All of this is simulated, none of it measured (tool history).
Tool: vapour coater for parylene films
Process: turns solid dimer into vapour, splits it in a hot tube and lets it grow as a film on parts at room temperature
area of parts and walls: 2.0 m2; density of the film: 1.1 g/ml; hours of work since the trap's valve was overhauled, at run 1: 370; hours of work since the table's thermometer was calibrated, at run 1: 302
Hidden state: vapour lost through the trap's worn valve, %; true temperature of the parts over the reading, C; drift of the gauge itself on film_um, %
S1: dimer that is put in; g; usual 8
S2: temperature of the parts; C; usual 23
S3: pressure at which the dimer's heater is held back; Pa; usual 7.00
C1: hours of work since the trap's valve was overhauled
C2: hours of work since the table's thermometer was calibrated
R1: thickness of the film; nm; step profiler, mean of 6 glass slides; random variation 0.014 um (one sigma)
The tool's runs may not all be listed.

Run 1, hour 0.0: usual settings; C1 370; C2 302. Result: R1 1560 nm.
Run 2, hour 12.8: usual settings; C1 379; C2 311. Result: R1 1560 nm.
Run 3, hour 26.9: usual settings; C1 388; C2 320. Result: R1 1580 nm.
Run 4, hour 37.2: usual settings; C1 395; C2 327. Result: R1 1580 nm.
Run 5, hour 51.1: usual settings; C1 404; C2 336. Result: R1 1580 nm.
Run 6, hour 58.1: usual settings but S3 5.99 Pa; C1 409; C2 341. Result: R1 1610 nm.
Run 7, hour 68.5: usual settings but S3 5.99 Pa; C1 416; C2 347. Result: R1 1590 nm.
Run 8, hour 80.7: usual settings but S1 6 g, S3 5.99 Pa; C1 424; C2 356. Result: R1 1180 nm.
Run 9, hour 88.0: usual settings but S1 6 g, S3 2.37 Pa; C1 428; C2 360. Result: R1 1400 nm.
Run 10, hour 95.2: usual settings but S1 6 g, S2 28 C, S3 2.37 Pa; C1 433; C2 365. Result: R1 1110 nm.
Run 11, hour 102.3: usual settings but S1 6 g, S2 28 C, S3 2.37 Pa; C1 438; C2 370. Result: R1 1110 nm.
Run 12, hour 114.4: usual settings but S3 8.53 Pa; C1 446; C2 378. Result: R1 1490 nm.

Forecast run 13:
Run 13, hour 126.8: usual settings but S1 9 g, S2 21 C; C1 454; C2 386. Result: R1 ?.

{"run 13": {"R1": 1870}}
Without the tool's hidden state the same run would have given R1 2110 nm.

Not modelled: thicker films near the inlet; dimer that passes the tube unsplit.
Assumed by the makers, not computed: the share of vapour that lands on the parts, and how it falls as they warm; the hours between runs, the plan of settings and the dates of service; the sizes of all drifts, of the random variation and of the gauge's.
